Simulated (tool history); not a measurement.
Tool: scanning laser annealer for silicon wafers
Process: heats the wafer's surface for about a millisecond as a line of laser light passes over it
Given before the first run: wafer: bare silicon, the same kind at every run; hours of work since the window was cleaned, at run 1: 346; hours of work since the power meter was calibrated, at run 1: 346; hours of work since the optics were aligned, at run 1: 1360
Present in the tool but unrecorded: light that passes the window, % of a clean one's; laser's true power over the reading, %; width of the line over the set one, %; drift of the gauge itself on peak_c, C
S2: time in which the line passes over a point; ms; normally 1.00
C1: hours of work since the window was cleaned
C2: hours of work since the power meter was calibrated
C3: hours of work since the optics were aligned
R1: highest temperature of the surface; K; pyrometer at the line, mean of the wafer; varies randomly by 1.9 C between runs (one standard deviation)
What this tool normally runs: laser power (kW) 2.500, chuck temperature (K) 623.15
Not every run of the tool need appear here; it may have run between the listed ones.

run 1 day=0.000 | laser_power_(kW)=2.500 S2=1.00 chuck_temperature_(K)=623.15 | C1=346 C2=346 C3=1360 | R1=1418.15
run 2 day=1.638 | laser_power_(kW)=2.500 S2=1.00 chuck_temperature_(K)=623.15 | C1=373 C2=373 C3=1388 | R1=1418.15
run 3 day=4.817 | laser_power_(kW)=2.500 S2=1.00 chuck_temperature_(K)=616.15 | C1=426 C2=426 C3=1440 | R1=1411.15
-- day=5.321 optics aligned, line set to its width
run 4 day=7.329 | laser_power_(kW)=2.500 S2=1.00 chuck_temperature_(K)=623.15 | C1=464 C2=464 C3=33 | R1=1417.15
run 5 day=10.204 | laser_power_(kW)=2.500 S2=1.00 chuck_temperature_(K)=623.15 | C1=512 C2=512 C3=81 | R1=1422.15
run 6 day=12.258 | laser_power_(kW)=2.500 S2=1.00 chuck_temperature_(K)=623.15 | C1=546 C2=546 C3=115 | R1=1420.15
-- day=12.558 window over the wafer cleaned
run 7 day=14.167 | laser_power_(kW)=2.500 S2=1.00 chuck_temperature_(K)=623.15 | C1=27 C2=577 C3=146 | R1=1421.15
run 8 day=16.483 | laser_power_(kW)=2.500 S2=0.76 chuck_temperature_(K)=623.15 | C1=65 C2=615 C3=184 | R1=1333.15
run 9 day=19.046 | laser_power_(kW)=2.500 S2=0.76 chuck_temperature_(K)=623.15 | C1=108 C2=658 C3=227 | R1=1332.15
run 10 day=21.104 | laser_power_(kW)=2.620 S2=1.19 chuck_temperature_(K)=623.15 | C1=142 C2=692 C3=261 | R1=1529.15
run 11 day=23.479 | laser_power_(kW)=2.551 S2=0.80 chuck_temperature_(K)=587.15 | C1=182 C2=732 C3=300 | R1=1331.15
run 12 day=26.550 | laser_power_(kW)=2.551 S2=0.80 chuck_temperature_(K)=587.15 | C1=233 C2=783 C3=352 | R1=1331.15
run 13 day=27.938 | laser_power_(kW)=2.551 S2=0.80 chuck_temperature_(K)=587.15 | C1=256 C2=806 C3=375 | R1=1332.15
run 14 day=30.979 | laser_power_(kW)=2.533 S2=0.83 chuck_temperature_(K)=617.15 | C1=306 C2=856 C3=425 | R1=1366.15
run 15 day=33.200 | laser_power_(kW)=2.533 S2=0.83 chuck_temperature_(K)=617.15 | C1=343 C2=893 C3=462 | R1=1367.15
run 16 day=35.083 | laser_power_(kW)=2.239 S2=0.72 chuck_temperature_(K)=584.15 | C1=374 C2=924 C3=493 | R1=1194.15
run 17 day=36.604 | laser_power_(kW)=2.219 S2=1.24 chuck_temperature_(K)=624.15 | C1=400 C2=950 C3=519 | R1=1381.15
run 18 day=39.346 | laser_power_(kW)=2.693 S2=0.77 chuck_temperature_(K)=650.15 | C1=445 C2=995 C3=564 | R1=1432.15

Forecast each of these 5 alternatives for the next run:
run A day=41.683 | laser_power_(kW)=2.722 S2=1.00 chuck_temperature_(K)=618.15 | C1=484 C2=1034 C3=603 | R1=?
run B day=41.683 | laser_power_(kW)=2.488 S2=1.00 chuck_temperature_(K)=623.15 | C1=484 C2=1034 C3=603 | R1=?
run C day=41.683 | laser_power_(kW)=2.500 S2=1.00 chuck_temperature_(K)=612.15 | C1=484 C2=1034 C3=603 | R1=?
run D day=41.683 | laser_power_(kW)=2.500 S2=0.77 chuck_temperature_(K)=651.15 | C1=484 C2=1034 C3=603 | R1=?
run E day=41.683 | laser_power_(kW)=2.693 S2=0.71 chuck_temperature_(K)=650.15 | C1=484 C2=1034 C3=603 | R1=?

run=A R1=1499.15
run=B R1=1416.15
run=C R1=1407.15
run=D R1=1367.15
run=E R1=1405.15
Without the tool's unlogged condition, the same runs would have read:
run=A R1=1500.15
run=B R1=1417.15
run=C R1=1408.15
run=D R1=1368.15
run=E R1=1406.15
